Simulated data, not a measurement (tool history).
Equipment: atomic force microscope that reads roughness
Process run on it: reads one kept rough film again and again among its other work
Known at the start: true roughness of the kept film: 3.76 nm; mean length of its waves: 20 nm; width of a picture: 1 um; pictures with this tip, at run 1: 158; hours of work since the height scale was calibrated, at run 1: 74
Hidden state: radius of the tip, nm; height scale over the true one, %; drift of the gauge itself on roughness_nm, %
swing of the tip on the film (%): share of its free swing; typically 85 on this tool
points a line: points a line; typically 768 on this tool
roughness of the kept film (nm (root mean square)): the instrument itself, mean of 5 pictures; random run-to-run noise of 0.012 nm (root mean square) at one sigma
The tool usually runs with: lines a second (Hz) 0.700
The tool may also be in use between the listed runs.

run	day	lines a second (Hz)	swing of the tip on the film (%)	points a line	pictures with this tip	hours of work since the height scale was calibrated	roughness of the kept film (nm (root mean square))
1	0.000	0.700	85	768	158	74	2.208
2	0.346	1.425	85	768	166	78	1.980
3	0.704	0.700	85	768	174	82	2.119
4	1.433	0.700	85	768	189	91	2.086
5	1.971	0.700	85	768	201	97	2.065
6	2.388	0.681	85	768	210	102	2.029
7	2.758	0.700	85	768	218	106	2.006
8	3.529	0.700	67	768	235	115	2.050
9	4.233	0.700	67	768	250	124	2.016
10	4.933	0.700	67	768	265	132	1.980
# day 5.479: new tip fitted
11	5.742	0.700	67	768	6	141	2.986
12	6.296	0.700	67	261	18	148	2.851
13	6.975	0.700	67	261	33	156	2.754
14	7.317	0.700	80	768	40	160	2.732
15	7.704	2.162	85	768	49	164	2.246
16	8.221	2.162	85	768	60	170	2.210
17	8.546	0.700	67	768	67	174	2.703
18	9.171	0.700	67	768	80	181	2.635
19	9.746	0.700	85	768	93	188	2.432
20	10.121	0.700	85	768	101	193	2.403
21	10.521	0.506	85	768	109	197	2.454
22	11.092	1.565	85	888	122	204	2.108
23	11.517	2.899	85	590	131	209	1.801
24	12.183	1.087	78	302	145	217	2.183
25	12.758	1.087	78	302	158	224	2.143
26	13.367	1.087	69	302	171	231	2.175
27	14.092	0.556	68	433	187	239	2.233
28	14.446	0.556	68	365	194	243	2.186
29	15.142	1.512	85	929	209	252	1.880
30	15.558	1.512	85	929	218	256	1.822
31	16.154	0.725	85	299	231	263	1.936
32	16.675	0.725	85	272	242	270	1.900
33	17.158	0.700	88	470	253	275	1.906
34	17.921	0.811	90	520	269	284	1.797
# day 18.242: new tip fitted
35	18.296	0.978	76	362	1	288	2.845
36	19.033	1.360	64	684	17	297	2.893
37	19.821	0.700	89	305	34	306	2.604
38	20.504	0.700	89	305	49	314	2.533
39	21.192	0.700	89	305	64	322	2.473
40	21.654	0.700	89	305	73	328	2.443
41	22.329	0.700	76	316	88	336	2.496

Each row is a separate what-if for the run after 41, all from the same tool condition, not one after another. Results?
A	22.729	0.690	66	556	97	340	?
B	22.729	1.081	70	655	97	340	?
C	22.729	0.700	59	316	97	340	?
D	22.729	0.700	76	871	97	340	?

run	roughness of the kept film (nm (root mean square))
A	2.559
B	2.489
C	2.558
D	2.481
Take away the tool's hidden state, keep each run's random variation, and the runs would have read:
run	roughness of the kept film (nm (root mean square))
A	3.044
B	2.961
C	3.042
D	2.953
